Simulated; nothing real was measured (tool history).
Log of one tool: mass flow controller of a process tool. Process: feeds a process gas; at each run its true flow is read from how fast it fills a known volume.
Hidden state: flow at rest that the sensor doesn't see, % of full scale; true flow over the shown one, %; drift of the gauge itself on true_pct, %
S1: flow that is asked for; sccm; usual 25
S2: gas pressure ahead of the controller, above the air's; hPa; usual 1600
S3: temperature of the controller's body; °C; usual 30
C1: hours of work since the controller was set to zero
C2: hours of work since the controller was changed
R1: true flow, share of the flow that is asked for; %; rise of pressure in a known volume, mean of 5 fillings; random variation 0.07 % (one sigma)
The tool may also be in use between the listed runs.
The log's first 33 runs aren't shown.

run,day,S1,S2,S3,C1,C2,R1
34,101.383,7,1600,32,2100,2100,100.3
35,103.467,7,2050,25,2122,2122,99.48
36,107.125,32,2630,23,2160,2160,98.55
37,111.129,24,1600,25,2202,2202,98.91
38,114.038,49,1820,31,2232,2232,100.2
39,116.712,49,1820,31,2260,2260,100.28
40,120.292,36,1430,34,2297,2297,100.11
41,122.917,8,2670,34,2325,2325,99.95
42,125.238,33,1760,36,2349,2349,100.15
43,127.946,16,2250,28,2377,2377,98.96
44,131.45,5,2180,30,2414,2414,101.06
45,135.267,38,2180,30,2454,2454,99.6
46,138.108,43,1600,30,2483,2483,100.09
47,140.846,27,2200,31,2512,2512,99.21
48,142.692,34,2200,28,2531,2531,99.32

Forecast each of these 5 alternatives for the next run:
A,144.971,8,1600,30,2555,2555,?
B,144.971,15,1890,33,2555,2555,?
C,144.971,25,1600,33,2555,2555,?
D,144.971,25,1660,30,2555,2555,?
E,144.971,42,1600,28,2555,2555,?

run,R1
A,100.11
B,99.56
C,99.73
D,99.32
E,99.74
Without the tool's hidden state the same runs would have given:
run,R1
A,98.34
B,98.94
C,99.63
D,99.22
E,99.96

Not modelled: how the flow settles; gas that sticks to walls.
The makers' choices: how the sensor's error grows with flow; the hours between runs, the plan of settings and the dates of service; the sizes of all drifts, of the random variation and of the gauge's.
